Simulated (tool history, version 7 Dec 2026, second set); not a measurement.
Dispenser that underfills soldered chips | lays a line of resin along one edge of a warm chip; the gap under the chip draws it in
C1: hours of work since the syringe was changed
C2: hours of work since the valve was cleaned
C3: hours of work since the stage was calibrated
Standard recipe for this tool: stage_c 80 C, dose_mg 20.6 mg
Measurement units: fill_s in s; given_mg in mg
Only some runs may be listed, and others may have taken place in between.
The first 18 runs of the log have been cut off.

At day 8.075: new syringe of resin.
Run 19, day 8.2: usual settings but stage_c 71 C, dose_mg 26.5 mg; C1 2; C2 114; C3 618. Result: fill_s 583.9 s, given_mg 25.28 mg.
At day 8.633: dispensing valve cleaned and set on the balance.
At day 8.804: new syringe of resin.
Run 20, day 8.888: usual settings but stage_c 70 C, dose_mg 24.2 mg; C1 2; C2 4; C3 630. Result: fill_s 577.1 s, given_mg 24.09 mg.
Run 21, day 9.221: usual settings but stage_c 79 C, dose_mg 19.9 mg; C1 8; C2 11; C3 636. Result: fill_s 666 s, given_mg 19.85 mg.
At day 9.496: new syringe of resin.
Run 22, day 9.712: usual settings but stage_c 65 C, dose_mg 19.9 mg; C1 4; C2 19; C3 644. Result: fill_s 917 s, given_mg 19.61 mg.
Run 23, day 10.017: usual settings but stage_c 66 C, dose_mg 25.5 mg; C1 9; C2 25; C3 650. Result: fill_s 1434.1 s, given_mg 25.23 mg.
At day 10.212: new syringe of resin.
Run 24, day 10.629: usual settings but stage_c 66 C, dose_mg 25.5 mg; C1 8; C2 36; C3 661. Result: fill_s 1159.4 s, given_mg 25.08 mg.
At day 10.904: new syringe of resin.
Run 25, day 11.208: usual settings but stage_c 66 C, dose_mg 25.5 mg; C1 6; C2 46; C3 671. Result: fill_s 999.5 s, given_mg 24.96 mg.
At day 11.579: new syringe of resin.
Run 26, day 11.762: usual settings but stage_c 91 C, dose_mg 19 mg; C1 3; C2 56; C3 681. Result: fill_s 263.8 s, given_mg 18.52 mg.
At day 12.271: new syringe of resin.
Run 27, day 12.35: usual settings but stage_c 74 C, dose_mg 17.6 mg; C1 1; C2 66; C3 692. Result: fill_s 479.4 s, given_mg 17.04 mg.
At day 12.946: new syringe of resin.
Run 28, day 13.012: usual settings but stage_c 88 C, dose_mg 22.7 mg; C1 1; C2 78; C3 703. Result: fill_s 248.8 s, given_mg 21.87 mg.
Run 29, day 13.312: usual settings but stage_c 83 C, dose_mg 20.9 mg; C1 7; C2 84; C3 709. Result: fill_s 496.4 s, given_mg 20.09 mg.
At day 13.55: stage's temperature calibrated.
At day 13.679: new syringe of resin.
Run 30, day 13.742: usual settings but stage_c 83 C, dose_mg 20.9 mg; C1 1; C2 90; C3 3. Result: fill_s 360.2 s, given_mg 20.15 mg.

What if the next run were any one of these 4? Each begins from the tool's condition after run 30:
Run A, day 14.325: usual settings but stage_c 83 C, dose_mg 26.5 mg; C1 12; C2 101; C3 14. Result: fill_s ?, given_mg ?.
Run B, day 14.325: usual settings but stage_c 74 C, dose_mg 22.6 mg; C1 12; C2 101; C3 14. Result: fill_s ?, given_mg ?.
Run C, day 14.325: usual settings but dose_mg 20.9 mg; C1 12; C2 101; C3 14. Result: fill_s ?, given_mg ?.
Run D, day 14.325: usual settings but stage_c 94 C, dose_mg 19.6 mg; C1 12; C2 101; C3 14. Result: fill_s ?, given_mg ?.

run  fill_s  given_mg
  A   946.8     25.37
  B  1434.9     21.59
  C  1101.8     20.06
  D     577     18.76
What these runs would have given with no unlogged condition in the tool:
run  fill_s  given_mg
  A   325.8     26.51
  B     492     22.56
  C   377.2     20.95
  D   197.1      19.6

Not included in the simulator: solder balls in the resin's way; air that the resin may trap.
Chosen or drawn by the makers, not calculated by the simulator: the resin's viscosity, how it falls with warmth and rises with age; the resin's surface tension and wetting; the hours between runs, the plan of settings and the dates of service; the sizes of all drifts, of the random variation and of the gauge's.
